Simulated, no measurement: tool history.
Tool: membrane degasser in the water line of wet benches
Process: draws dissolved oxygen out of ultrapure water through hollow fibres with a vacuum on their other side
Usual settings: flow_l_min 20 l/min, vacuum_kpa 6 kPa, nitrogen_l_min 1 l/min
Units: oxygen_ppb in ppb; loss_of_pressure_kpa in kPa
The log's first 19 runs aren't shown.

run    hour  flow_l_min  vacuum_kpa  nitrogen_l_min  hours since the membrane was changed  hours since the vacuum gauge was calibrated  hours since the vacuum lines were made tight  oxygen_ppb  loss_of_pressure_kpa
 20   711.6          17       11.86            2.39                                   919                                         3458                                          8248       335.8                 21.72
 21     745          12         3.9            0.84                                   952                                         3492                                          8281       102.4                 15.31
 22   796.7          21           6               1                                  1004                                         3544                                          8333       428.6                 26.41
 23   850.5          20       10.49            0.93                                  1058                                         3597                                          8387       595.8                 25.07
 24   894.3          20        9.26            0.47                                  1101                                         3641                                          8430       749.1                  25.1
 25   936.6          20        9.26            0.47                                  1144                                         3683                                          8473       753.5                 25.27
 26   988.1          18         8.4            2.81                                  1195                                         3735                                          8524       294.3                 22.99
 27  1010.8          18       12.27            1.35                                  1218                                         3758                                          8547         502                 23.05
 28  1047.3          20        5.35               1                                  1254                                         3794                                          8583       360.9                 25.58
 29  1088.6          20        5.35               1                                  1296                                         3835                                          8625       369.9                 25.37
 30  1131.1          18       10.31               1                                  1338                                         3878                                          8667       496.4                 23.14
 31  1172.2          20       10.71               1                                  1379                                         3919                                          8708       589.6                 25.41
 32  1214.6          30       11.26               1                                  1422                                         3961                                          8751      1031.4                 38.41
 33  1249.3          31        4.68               1                                  1456                                         3996                                          8785       708.9                 39.51

3 ways to go on from here, each from the tool as it stands after run 33. What would each give?
  A  1290.3          31        8.52            0.97                                  1497                                         4037                                          8826           ?                     ?
  B  1290.3          24        9.81            1.81                                  1497                                         4037                                          8826           ?                     ?
  C  1290.3          19        4.68            0.77                                  1497                                         4037                                          8826           ?                     ?

run  oxygen_ppb  loss_of_pressure_kpa
  A       913.7                 39.45
  B       581.5                  30.3
  C       328.2                 24.01
Without the tool's hidden state the same runs would have given:
run  oxygen_ppb  loss_of_pressure_kpa
  A       892.6                 39.24
  B       565.5                 30.14
  C       312.1                 23.88

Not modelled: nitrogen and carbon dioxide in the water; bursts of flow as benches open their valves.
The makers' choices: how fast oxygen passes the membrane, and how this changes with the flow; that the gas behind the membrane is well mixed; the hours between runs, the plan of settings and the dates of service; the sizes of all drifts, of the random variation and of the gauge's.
